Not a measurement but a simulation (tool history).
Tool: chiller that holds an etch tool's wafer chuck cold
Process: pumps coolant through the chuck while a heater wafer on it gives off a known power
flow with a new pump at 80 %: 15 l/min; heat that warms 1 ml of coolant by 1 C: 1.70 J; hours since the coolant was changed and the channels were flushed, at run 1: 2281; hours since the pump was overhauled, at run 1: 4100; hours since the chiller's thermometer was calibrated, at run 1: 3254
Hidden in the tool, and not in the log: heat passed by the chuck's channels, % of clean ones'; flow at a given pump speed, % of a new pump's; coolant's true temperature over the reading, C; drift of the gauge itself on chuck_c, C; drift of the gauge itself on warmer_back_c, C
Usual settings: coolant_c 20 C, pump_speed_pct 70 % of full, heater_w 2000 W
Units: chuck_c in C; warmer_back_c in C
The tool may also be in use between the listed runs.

run,hour,coolant_c,pump_speed_pct,heater_w,hours since the coolant was changed and the channels were flushed,hours since the pump was overhauled,hours since the chiller's thermometer was calibrated,chuck_c,warmer_back_c
1,0.0,20,70,2000,2281,4100,3254,39.5,5.83
# hour 7.6: chiller's thermometer calibrated
2,86.8,20,70,2000,2367,4186,79,40.5,5.85
3,142.7,20,70,2000,2423,4242,135,40.3,5.89
4,214.5,20,70,1781,2495,4313,207,38.1,5.21
5,285.9,12,70,2000,2566,4385,278,32.3,5.82
6,346.6,12,70,2000,2627,4445,339,32.2,5.86
7,412.3,20,70,2000,2693,4511,405,40.4,5.86
8,508.7,20,70,2000,2789,4608,501,40.3,5.89
9,597.2,20,70,2612,2878,4696,590,46.8,7.65
10,697.9,20,70,2000,2978,4797,690,40.4,5.89
11,779.6,20,70,2000,3060,4878,772,40.4,5.93
12,842.7,20,70,1035,3123,4942,835,30.4,3.02
13,915.3,20,70,1035,3196,5014,908,30.5,3.10
14,1015.2,20,70,2000,3296,5114,1008,40.5,5.92
15,1076.3,20,70,2000,3357,5175,1069,40.8,5.88
16,1169.7,20,70,2000,3450,5268,1162,40.7,5.95
17,1279.6,16,79,2592,3560,5378,1272,41.1,6.77
18,1397.9,16,79,2592,3678,5497,1390,41.2,6.77
19,1489.3,16,79,2592,3770,5588,1482,41.1,6.80
# hour 1505.1: coolant changed, channels flushed
20,1556.9,12,93,2933,52,5650,1543,35.9,6.46
# hour 1590.0: coolant pump overhauled
21,1647.1,12,93,2933,137,57,1629,34.6,5.85
22,1739.0,13,71,2852,229,149,1720,38.7,7.66
23,1817.6,13,71,2852,307,228,1799,38.9,7.65
24,1906.1,13,71,2852,396,316,1888,38.9,7.66
25,1966.2,25,70,2177,456,376,1948,44.8,5.92
26,2060.1,12,68,1038,550,470,2042,21.6,2.95
27,2136.0,18,75,1276,626,546,2117,29.2,3.21
28,2233.9,20,70,1163,724,644,2215,30.5,3.18
29,2292.3,20,70,1163,782,702,2274,30.6,3.22
30,2415.4,20,95,1331,905,825,2397,30.0,2.61
31,2487.2,20,65,1932,977,897,2469,38.5,5.74

5 ways to go on from here, each from the tool as it stands after run 31. What would each give?
A,2594.9,15,93,1597,1085,1005,2576,?,?
B,2594.9,12,70,2000,1085,1005,2576,?,?
C,2594.9,20,70,1932,1085,1005,2576,?,?
D,2594.9,19,65,1932,1085,1005,2576,?,?
E,2594.9,21,65,1932,1085,1005,2576,?,?

run,chuck_c,warmer_back_c
A,27.3,3.25
B,30.4,5.53
C,37.8,5.33
D,37.7,5.83
E,39.7,5.80
Without the tool's hidden state the same runs would have given:
run,chuck_c,warmer_back_c
A,27.3,3.22
B,30.2,5.47
C,37.7,5.28
D,37.5,5.76
E,39.5,5.73
